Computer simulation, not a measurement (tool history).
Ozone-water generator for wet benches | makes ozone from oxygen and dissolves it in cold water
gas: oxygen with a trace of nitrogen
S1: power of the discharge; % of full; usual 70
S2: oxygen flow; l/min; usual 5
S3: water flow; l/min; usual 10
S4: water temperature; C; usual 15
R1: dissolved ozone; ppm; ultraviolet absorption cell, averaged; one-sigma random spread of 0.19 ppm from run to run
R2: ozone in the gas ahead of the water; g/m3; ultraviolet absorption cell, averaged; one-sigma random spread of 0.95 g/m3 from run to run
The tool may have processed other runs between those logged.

{"run": 1, "hour": 0.0, "S1": 70, "S2": 5, "S3": 10, "S4": 15, "R1": 27.2, "R2": 162.7}
{"run": 2, "hour": 56.9, "S1": 70, "S2": 5, "S3": 10, "S4": 15, "R1": 26.8, "R2": 160.9}
{"run": 3, "hour": 116.4, "S1": 70, "S2": 5, "S3": 10, "S4": 15, "R1": 26.8, "R2": 159.6}
{"run": 4, "hour": 170.8, "S1": 67, "S2": 5, "S3": 10, "S4": 15, "R1": 26.3, "R2": 155.8}
{"run": 5, "hour": 250.2, "S1": 67, "S2": 5, "S3": 10, "S4": 15, "R1": 26.1, "R2": 156.2}
{"run": 6, "hour": 319.1, "S1": 70, "S2": 5, "S3": 10, "S4": 15, "R1": 26.8, "R2": 159.4}
{"run": 7, "hour": 372.7, "S1": 70, "S2": 5, "S3": 10, "S4": 15, "R1": 27, "R2": 159.7}
{"run": 8, "hour": 445.9, "S1": 70, "S2": 5, "S3": 10, "S4": 15, "R1": 26.8, "R2": 160.5}
{"run": 9, "hour": 504.9, "S1": 50, "S2": 5, "S3": 7, "S4": 15, "R1": 27.2, "R2": 132.4}
{"run": 10, "hour": 560.7, "S1": 50, "S2": 5, "S3": 7, "S4": 15, "R1": 27.2, "R2": 131.6}
{"run": 11, "hour": 624.9, "S1": 70, "S2": 5, "S3": 6, "S4": 15, "R1": 35.7, "R2": 160.8}
{"run": 12, "hour": 661.2, "S1": 91, "S2": 4.69, "S3": 11, "S4": 9, "R1": 33.4, "R2": 192.5}
{"run": 13, "hour": 696.6, "S1": 66, "S2": 4.66, "S3": 9, "S4": 15, "R1": 28, "R2": 160.9}
{"run": 14, "hour": 732.3, "S1": 66, "S2": 4.66, "S3": 9, "S4": 15, "R1": 28.3, "R2": 161.7}

Table of differences, measured result less the result of that run with no hidden state. Run-to-run variation is the same in both. Gauge scatter possibly is not:
What the log doesn't record here: yield of the discharge, % of new electrodes'; contactor's efficiency, % of a clean one's; true water temperature over the reading, C; drift of the gauge itself on ozone_ppm, %; drift of the gauge itself on gas_g_m3, %.
run=1 R2=+0
run=2 R2=-0.1
run=3 R2=-0.3
run=4 R2=-0.4
run=5 R2=-0.6
run=6 R2=-0.7
run=7 R2=-0.8
run=8 R2=-1
run=9 R2=-0.9
run=10 R2=-1
run=11 R2=-1.4
run=12 R2=-1.8
run=13 R2=-1.5
run=14 R2=-1.6
R1: within 0.1 ppm of the measured result in every run.
